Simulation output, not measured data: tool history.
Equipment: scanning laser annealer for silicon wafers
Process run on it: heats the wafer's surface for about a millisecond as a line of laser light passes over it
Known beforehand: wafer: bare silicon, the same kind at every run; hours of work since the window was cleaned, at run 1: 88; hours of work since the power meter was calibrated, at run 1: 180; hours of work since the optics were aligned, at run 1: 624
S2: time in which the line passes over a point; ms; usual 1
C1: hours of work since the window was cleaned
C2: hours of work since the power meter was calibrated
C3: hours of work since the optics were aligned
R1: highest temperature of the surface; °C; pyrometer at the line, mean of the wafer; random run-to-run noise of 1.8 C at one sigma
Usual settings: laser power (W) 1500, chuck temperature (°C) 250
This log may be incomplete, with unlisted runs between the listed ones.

Run 1, day 0: usual settings; C1 88; C2 180; C3 624. Result: R1 1012 °C.
Run 2, day 0.4: usual settings; C1 94; C2 186; C3 630. Result: R1 1007 °C.
Run 3, day 0.992: usual settings; C1 104; C2 195; C3 639. Result: R1 1011 °C.
Run 4, day 1.262: usual settings; C1 108; C2 199; C3 643. Result: R1 1010 °C.
Run 5, day 1.917: usual settings but chuck temperature (°C) 286; C1 118; C2 209; C3 653. Result: R1 1040 °C.
Run 6, day 2.238: usual settings but S2 0.83 ms; C1 123; C2 214; C3 658. Result: R1 929 °C.
Run 7, day 2.771: usual settings but S2 0.83 ms; C1 131; C2 222; C3 666. Result: R1 930 °C.
Run 8, day 3.154: usual settings but S2 0.83 ms; C1 137; C2 228; C3 672. Result: R1 927 °C.
Run 9, day 3.812: usual settings but S2 0.83 ms; C1 147; C2 238; C3 682. Result: R1 928 °C.
Run 10, day 4.1: usual settings but S2 0.83 ms; C1 151; C2 243; C3 686. Result: R1 925 °C.
Run 11, day 4.508: usual settings but laser power (W) 1546; C1 157; C2 249; C3 693. Result: R1 1034 °C.
Run 12, day 4.879: usual settings but laser power (W) 1538, S2 1.09 ms, chuck temperature (°C) 215; C1 163; C2 255; C3 698. Result: R1 1037 °C.
Run 13, day 5.183: usual settings but laser power (W) 1538, S2 1.09 ms, chuck temperature (°C) 215; C1 168; C2 259; C3 703. Result: R1 1034 °C.
Run 14, day 5.692: usual settings but laser power (W) 1538, S2 0.9 ms, chuck temperature (°C) 210; C1 175; C2 267; C3 711. Result: R1 941 °C.
Run 15, day 6.171: usual settings but S2 0.95 ms; C1 183; C2 274; C3 718. Result: R1 985 °C.
Run 16, day 6.458: usual settings but laser power (W) 1419, chuck temperature (°C) 227; C1 187; C2 279; C3 723. Result: R1 939 °C.
Run 17, day 6.888: usual settings but laser power (W) 1583, S2 1.21 ms, chuck temperature (°C) 223; C1 194; C2 285; C3 729. Result: R1 1125 °C.
Run 18, day 7.179: usual settings but laser power (W) 1593, S2 1.23 ms, chuck temperature (°C) 214; C1 198; C2 290; C3 734. Result: R1 1128 °C.
Run 19, day 7.608: usual settings but laser power (W) 1450, S2 0.86 ms; C1 205; C2 296; C3 740. Result: R1 919 °C.
Run 20, day 8.225: usual settings but laser power (W) 1302, chuck temperature (°C) 283; C1 214; C2 306; C3 750. Result: R1 933 °C.
Run 21, day 8.767: usual settings but laser power (W) 1449, chuck temperature (°C) 224; C1 222; C2 314; C3 758. Result: R1 955 °C.
Run 22, day 9.15: usual settings but laser power (W) 1449, chuck temperature (°C) 224; C1 228; C2 320; C3 764. Result: R1 953 °C.

3 options for the next run, each taken on its own from the tool as it stands now. Forecast them:
Run A, day 9.775: usual settings but laser power (W) 1449, S2 0.89 ms, chuck temperature (°C) 277; C1 238; C2 329; C3 773. Result: R1 ?.
Run B, day 9.775: usual settings but laser power (W) 1595, S2 0.99 ms, chuck temperature (°C) 214; C1 238; C2 329; C3 773. Result: R1 ?.
Run C, day 9.775: usual settings but chuck temperature (°C) 253; C1 238; C2 329; C3 773. Result: R1 ?.

run    R1
  A   957
  B  1018
  C  1010
What these runs would have given with no unlogged condition in the tool:
run    R1
  A   957
  B  1018
  C  1010
